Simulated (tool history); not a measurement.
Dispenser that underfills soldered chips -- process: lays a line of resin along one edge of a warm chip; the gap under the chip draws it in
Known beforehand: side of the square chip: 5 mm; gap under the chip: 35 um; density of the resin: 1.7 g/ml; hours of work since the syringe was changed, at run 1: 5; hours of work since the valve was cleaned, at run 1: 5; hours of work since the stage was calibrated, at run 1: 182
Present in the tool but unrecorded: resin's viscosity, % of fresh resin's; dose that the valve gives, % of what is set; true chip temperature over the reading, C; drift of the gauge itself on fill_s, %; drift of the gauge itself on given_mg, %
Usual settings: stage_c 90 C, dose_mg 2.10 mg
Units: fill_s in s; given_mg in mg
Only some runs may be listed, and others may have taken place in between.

| run | hour | stage_c | dose_mg | hours of work since the syringe was changed | hours of work since the valve was cleaned | hours of work since the stage was calibrated | fill_s | given_mg |
|---|---|---|---|---|---|---|---|---|
| 1 | 0.0 | 90 | 2.10 | 5 | 5 | 182 | 70.4 | 2.09 |
| 2 | 5.1 | 90 | 2.10 | 9 | 9 | 186 | 85.0 | 2.05 |
|  | 7.7 | new syringe of resin |
| 3 | 11.1 | 90 | 2.10 | 2 | 13 | 190 | 60.5 | 2.06 |
| 4 | 17.0 | 90 | 1.90 | 7 | 17 | 194 | 77.7 | 1.86 |
| 5 | 20.4 | 90 | 1.90 | 9 | 20 | 197 | 89.6 | 1.83 |
|  | 22.7 | new syringe of resin |
| 6 | 25.5 | 90 | 1.90 | 2 | 23 | 200 | 61.2 | 1.86 |
| 7 | 30.9 | 90 | 1.90 | 6 | 27 | 204 | 75.7 | 1.83 |
| 8 | 36.8 | 83 | 2.10 | 10 | 31 | 208 | 120.9 | 2.05 |
|  | 37.5 | new syringe of resin |
| 9 | 41.4 | 83 | 2.10 | 3 | 34 | 211 | 80.9 | 2.01 |
| 10 | 44.4 | 103 | 1.97 | 5 | 36 | 214 | 45.5 | 1.92 |
| 11 | 50.6 | 100 | 1.87 | 9 | 41 | 218 | 66.0 | 1.79 |
|  | 52.5 | new syringe of resin |
| 12 | 55.0 | 100 | 1.87 | 2 | 44 | 221 | 43.4 | 1.81 |

Predict each of these 4 candidate next runs independently; none follows another, all start after run 12:
| A | 59.9 | 100 | 2.44 | 5 | 47 | 225 | ? | ? |
| B | 59.9 | 82 | 1.88 | 5 | 47 | 225 | ? | ? |
| C | 59.9 | 102 | 2.06 | 5 | 47 | 225 | ? | ? |
| D | 59.9 | 79 | 2.10 | 5 | 47 | 225 | ? | ? |

| run | fill_s | given_mg |
|---|---|---|
| A | 50.1 | 2.35 |
| B | 99.5 | 1.82 |
| C | 47.9 | 1.97 |
| D | 108.6 | 2.01 |
Stripped of hidden state, with their random variation kept, the same runs would have yielded:
| run | fill_s | given_mg |
|---|---|---|
| A | 37.0 | 2.46 |
| B | 72.4 | 1.90 |
| C | 35.0 | 2.06 |
| D | 79.4 | 2.11 |

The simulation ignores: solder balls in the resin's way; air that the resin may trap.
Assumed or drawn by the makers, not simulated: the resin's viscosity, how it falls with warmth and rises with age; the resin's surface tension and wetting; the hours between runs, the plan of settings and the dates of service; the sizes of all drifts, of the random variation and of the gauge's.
